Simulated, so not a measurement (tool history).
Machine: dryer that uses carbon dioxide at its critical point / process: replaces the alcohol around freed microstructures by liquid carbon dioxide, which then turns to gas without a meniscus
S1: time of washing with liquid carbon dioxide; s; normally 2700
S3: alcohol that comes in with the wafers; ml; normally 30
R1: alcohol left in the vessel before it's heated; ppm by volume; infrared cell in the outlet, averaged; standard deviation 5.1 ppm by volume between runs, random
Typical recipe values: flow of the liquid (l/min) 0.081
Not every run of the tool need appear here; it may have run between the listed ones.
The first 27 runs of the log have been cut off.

run 28 hour=748.9 | S1=2700 flow_of_the_liquid_(l/min)=0.0659 S3=30 | R1=550
run 29 hour=775.7 | S1=1800 flow_of_the_liquid_(l/min)=0.1111 S3=67 | R1=618
run 30 hour=815.6 | S1=1800 flow_of_the_liquid_(l/min)=0.1325 S3=67 | R1=347
run 31 hour=845.5 | S1=1800 flow_of_the_liquid_(l/min)=0.1325 S3=67 | R1=321
run 32 hour=878.7 | S1=1740 flow_of_the_liquid_(l/min)=0.1057 S3=113 | R1=1455
run 33 hour=912.5 | S1=1740 flow_of_the_liquid_(l/min)=0.1057 S3=113 | R1=1473
run 34 hour=945.9 | S1=2460 flow_of_the_liquid_(l/min)=0.0615 S3=30 | R1=1118
run 35 hour=977.5 | S1=2460 flow_of_the_liquid_(l/min)=0.0615 S3=30 | R1=1126
run 36 hour=1003.9 | S1=1800 flow_of_the_liquid_(l/min)=0.0508 S3=85 | R1=14588
run 37 hour=1029.4 | S1=3600 flow_of_the_liquid_(l/min)=0.0517 S3=28 | R1=550
run 38 hour=1056.5 | S1=2220 flow_of_the_liquid_(l/min)=0.0871 S3=22 | R1=407
run 39 hour=1077.1 | S1=2580 flow_of_the_liquid_(l/min)=0.094 S3=45 | R1=306

Predict each of these 3 candidate next runs independently; none follows another, all start after run 39:
run A hour=1099.9 | S1=2520 flow_of_the_liquid_(l/min)=0.1341 S3=45 | R1=?
run B hour=1099.9 | S1=3780 flow_of_the_liquid_(l/min)=0.081 S3=30 | R1=?
run C hour=1099.9 | S1=1680 flow_of_the_liquid_(l/min)=0.0501 S3=97 | R1=?

run=A R1=218
run=B R1=226
run=C R1=20552
Without the tool's unlogged condition, the same runs would have read:
run=A R1=9
run=B R1=10
run=C R1=14590
